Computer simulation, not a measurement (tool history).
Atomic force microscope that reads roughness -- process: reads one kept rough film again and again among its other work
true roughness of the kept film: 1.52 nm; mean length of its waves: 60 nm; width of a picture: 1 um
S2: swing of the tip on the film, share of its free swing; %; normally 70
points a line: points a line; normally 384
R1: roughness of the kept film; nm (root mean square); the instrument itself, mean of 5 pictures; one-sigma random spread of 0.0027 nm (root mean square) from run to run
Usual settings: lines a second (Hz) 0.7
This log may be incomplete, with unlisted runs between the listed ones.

run 1 hour=0 | lines_a_second_(Hz)=0.7 S2=70 points_a_line=384 | R1=1.462
run 2 hour=28.6 | lines_a_second_(Hz)=0.7 S2=70 points_a_line=384 | R1=1.466
-- hour=40.7 new tip fitted
run 3 hour=43.7 | lines_a_second_(Hz)=0.7 S2=70 points_a_line=384 | R1=1.464
run 4 hour=58.5 | lines_a_second_(Hz)=0.7 S2=70 points_a_line=384 | R1=1.463
run 5 hour=77 | lines_a_second_(Hz)=0.7 S2=70 points_a_line=384 | R1=1.464
run 6 hour=95.4 | lines_a_second_(Hz)=3.22 S2=70 points_a_line=384 | R1=1.339
run 7 hour=113 | lines_a_second_(Hz)=3.22 S2=70 points_a_line=384 | R1=1.337
run 8 hour=131.6 | lines_a_second_(Hz)=3.22 S2=70 points_a_line=384 | R1=1.342
run 9 hour=159.5 | lines_a_second_(Hz)=0.7 S2=58 points_a_line=384 | R1=1.485
run 10 hour=180.9 | lines_a_second_(Hz)=0.7 S2=58 points_a_line=384 | R1=1.489
run 11 hour=204.7 | lines_a_second_(Hz)=0.674 S2=70 points_a_line=343 | R1=1.466
run 12 hour=217.7 | lines_a_second_(Hz)=1.683 S2=84 points_a_line=471 | R1=1.328
run 13 hour=237.5 | lines_a_second_(Hz)=2.561 S2=70 points_a_line=415 | R1=1.369
run 14 hour=265 | lines_a_second_(Hz)=2.561 S2=70 points_a_line=415 | R1=1.369
-- hour=284.6 new tip fitted
run 15 hour=292.8 | lines_a_second_(Hz)=1.545 S2=56 points_a_line=384 | R1=1.471
run 16 hour=320.3 | lines_a_second_(Hz)=1.628 S2=60 points_a_line=1010 | R1=1.457
run 17 hour=332.4 | lines_a_second_(Hz)=0.625 S2=70 points_a_line=454 | R1=1.469

Each row is a separate what-if for the run after 17, all from the same tool condition, not one after another. Results?
run A hour=348.4 | lines_a_second_(Hz)=1.321 S2=70 points_a_line=935 | R1=?
run B hour=348.4 | lines_a_second_(Hz)=1.15 S2=85 points_a_line=898 | R1=?
run C hour=348.4 | lines_a_second_(Hz)=2.001 S2=70 points_a_line=791 | R1=?
run D hour=348.4 | lines_a_second_(Hz)=0.7 S2=70 points_a_line=384 | R1=?
run E hour=348.4 | lines_a_second_(Hz)=3.404 S2=70 points_a_line=454 | R1=?

run=A R1=1.434
run=B R1=1.375
run=C R1=1.4
run=D R1=1.466
run=E R1=1.333
Take away the tool's hidden state, keep each run's random variation, and the runs would have read:
run=A R1=1.434
run=B R1=1.375
run=C R1=1.4
run=D R1=1.466
run=E R1=1.334
